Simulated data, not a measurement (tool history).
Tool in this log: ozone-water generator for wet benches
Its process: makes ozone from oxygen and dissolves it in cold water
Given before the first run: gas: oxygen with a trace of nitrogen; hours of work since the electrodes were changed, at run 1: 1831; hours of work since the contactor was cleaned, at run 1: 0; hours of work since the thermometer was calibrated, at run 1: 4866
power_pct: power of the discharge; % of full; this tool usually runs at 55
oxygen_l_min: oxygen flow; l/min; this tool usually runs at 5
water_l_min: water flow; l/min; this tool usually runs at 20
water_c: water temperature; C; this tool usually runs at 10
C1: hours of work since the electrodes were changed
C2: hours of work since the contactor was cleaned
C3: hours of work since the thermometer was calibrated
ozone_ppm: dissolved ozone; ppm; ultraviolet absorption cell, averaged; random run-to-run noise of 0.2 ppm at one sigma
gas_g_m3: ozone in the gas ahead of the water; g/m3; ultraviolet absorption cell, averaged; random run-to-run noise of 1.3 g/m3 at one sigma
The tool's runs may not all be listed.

{"run": 1, "hour": 0.0, "power_pct": 55, "oxygen_l_min": 5, "water_l_min": 20, "water_c": 10, "C1": 1831, "C2": 0, "C3": 4866, "ozone_ppm": 28, "gas_g_m3": 236}
{"run": 2, "hour": 123.9, "power_pct": 55, "oxygen_l_min": 5, "water_l_min": 20, "water_c": 10, "C1": 1913, "C2": 81, "C3": 4948, "ozone_ppm": 28, "gas_g_m3": 233.8}
{"run": 3, "hour": 326.4, "power_pct": 55, "oxygen_l_min": 5, "water_l_min": 20, "water_c": 10, "C1": 2046, "C2": 214, "C3": 5081, "ozone_ppm": 27.6, "gas_g_m3": 234.4}
{"run": 4, "hour": 460.7, "power_pct": 55, "oxygen_l_min": 5, "water_l_min": 20, "water_c": 10, "C1": 2134, "C2": 303, "C3": 5169, "ozone_ppm": 28.2, "gas_g_m3": 237.1}
{"run": 5, "hour": 543.5, "power_pct": 55, "oxygen_l_min": 5, "water_l_min": 20, "water_c": 10, "C1": 2188, "C2": 357, "C3": 5223, "ozone_ppm": 27.9, "gas_g_m3": 236.3}
{"run": 6, "hour": 671.8, "power_pct": 55, "oxygen_l_min": 5, "water_l_min": 21, "water_c": 10, "C1": 2273, "C2": 442, "C3": 5308, "ozone_ppm": 27.5, "gas_g_m3": 236.8}
{"run": 7, "hour": 830.8, "power_pct": 55, "oxygen_l_min": 5, "water_l_min": 21, "water_c": 10, "C1": 2377, "C2": 546, "C3": 5412, "ozone_ppm": 27.4, "gas_g_m3": 237.7}
{"run": 8, "hour": 1006.8, "power_pct": 55, "oxygen_l_min": 5, "water_l_min": 21, "water_c": 10, "C1": 2493, "C2": 662, "C3": 5528, "ozone_ppm": 26.9, "gas_g_m3": 236.7}
{"run": 9, "hour": 1190.0, "power_pct": 55, "oxygen_l_min": 5, "water_l_min": 20, "water_c": 10, "C1": 2613, "C2": 782, "C3": 5648, "ozone_ppm": 28.3, "gas_g_m3": 236}
{"run": 10, "hour": 1368.1, "power_pct": 98, "oxygen_l_min": 5, "water_l_min": 20, "water_c": 10, "C1": 2730, "C2": 899, "C3": 5765, "ozone_ppm": 38.9, "gas_g_m3": 327.4}
{"hour": 1455.1, "done": "water thermometer calibrated"}
{"run": 11, "hour": 1505.8, "power_pct": 98, "oxygen_l_min": 5, "water_l_min": 20, "water_c": 10, "C1": 2820, "C2": 989, "C3": 33, "ozone_ppm": 38.8, "gas_g_m3": 327.7}
{"run": 12, "hour": 1635.5, "power_pct": 100, "oxygen_l_min": 8.96, "water_l_min": 27, "water_c": 9, "C1": 2906, "C2": 1074, "C3": 119, "ozone_ppm": 30.6, "gas_g_m3": 232.9}
{"run": 13, "hour": 1793.8, "power_pct": 55, "oxygen_l_min": 5, "water_l_min": 20, "water_c": 9, "C1": 3010, "C2": 1179, "C3": 223, "ozone_ppm": 28.3, "gas_g_m3": 234.6}
{"run": 14, "hour": 1877.5, "power_pct": 55, "oxygen_l_min": 5, "water_l_min": 20, "water_c": 9, "C1": 3065, "C2": 1234, "C3": 278, "ozone_ppm": 28.6, "gas_g_m3": 236.3}
{"run": 15, "hour": 2061.1, "power_pct": 70, "oxygen_l_min": 2.53, "water_l_min": 13, "water_c": 14, "C1": 3185, "C2": 1354, "C3": 398, "ozone_ppm": 43.1, "gas_g_m3": 408.1}
{"run": 16, "hour": 2196.6, "power_pct": 55, "oxygen_l_min": 3.11, "water_l_min": 13, "water_c": 10, "C1": 3274, "C2": 1443, "C3": 487, "ozone_ppm": 39.7, "gas_g_m3": 313.2}
{"run": 17, "hour": 2350.6, "power_pct": 91, "oxygen_l_min": 3.11, "water_l_min": 13, "water_c": 10, "C1": 3376, "C2": 1544, "C3": 589, "ozone_ppm": 52.5, "gas_g_m3": 412.2}
{"run": 18, "hour": 2538.6, "power_pct": 84, "oxygen_l_min": 3.14, "water_l_min": 18, "water_c": 10, "C1": 3499, "C2": 1668, "C3": 712, "ozone_ppm": 38.3, "gas_g_m3": 392.9}
{"run": 19, "hour": 2659.8, "power_pct": 66, "oxygen_l_min": 5, "water_l_min": 31, "water_c": 10, "C1": 3579, "C2": 1748, "C3": 792, "ozone_ppm": 20.8, "gas_g_m3": 262.1}
{"run": 20, "hour": 2745.8, "power_pct": 64, "oxygen_l_min": 8.04, "water_l_min": 20, "water_c": 10, "C1": 3635, "C2": 1804, "C3": 848, "ozone_ppm": 30.3, "gas_g_m3": 190.5}
{"run": 21, "hour": 2880.3, "power_pct": 64, "oxygen_l_min": 8.04, "water_l_min": 20, "water_c": 10, "C1": 3724, "C2": 1893, "C3": 937, "ozone_ppm": 29.9, "gas_g_m3": 190.4}
{"run": 22, "hour": 3055.8, "power_pct": 64, "oxygen_l_min": 8.04, "water_l_min": 15, "water_c": 7, "C1": 3839, "C2": 2008, "C3": 1052, "ozone_ppm": 38.5, "gas_g_m3": 190.5}

What if the next run were any one of these 4? Each begins from the tool's condition after run 22:
{"run": "A", "hour": 3167.8, "power_pct": 89, "oxygen_l_min": 8.04, "water_l_min": 26, "water_c": 7, "C1": 3913, "C2": 2082, "C3": 1126, "ozone_ppm": "?", "gas_g_m3": "?"}
{"run": "B", "hour": 3167.8, "power_pct": 55, "oxygen_l_min": 8.26, "water_l_min": 20, "water_c": 10, "C1": 3913, "C2": 2082, "C3": 1126, "ozone_ppm": "?", "gas_g_m3": "?"}
{"run": "C", "hour": 3167.8, "power_pct": 55, "oxygen_l_min": 5, "water_l_min": 19, "water_c": 10, "C1": 3913, "C2": 2082, "C3": 1126, "ozone_ppm": "?", "gas_g_m3": "?"}
{"run": "D", "hour": 3167.8, "power_pct": 88, "oxygen_l_min": 5, "water_l_min": 12, "water_c": 10, "C1": 3913, "C2": 2082, "C3": 1126, "ozone_ppm": "?", "gas_g_m3": "?"}

run=A ozone_ppm=30.5 gas_g_m3=229
run=B ozone_ppm=27.8 gas_g_m3=171.1
run=C ozone_ppm=29.5 gas_g_m3=235.3
run=D ozone_ppm=54 gas_g_m3=306.8
Without the tool's hidden state the same runs would have given:
run=A ozone_ppm=30.6 gas_g_m3=232.9
run=B ozone_ppm=27.9 gas_g_m3=174.1
run=C ozone_ppm=29.5 gas_g_m3=239.3
run=D ozone_ppm=54.1 gas_g_m3=312.2
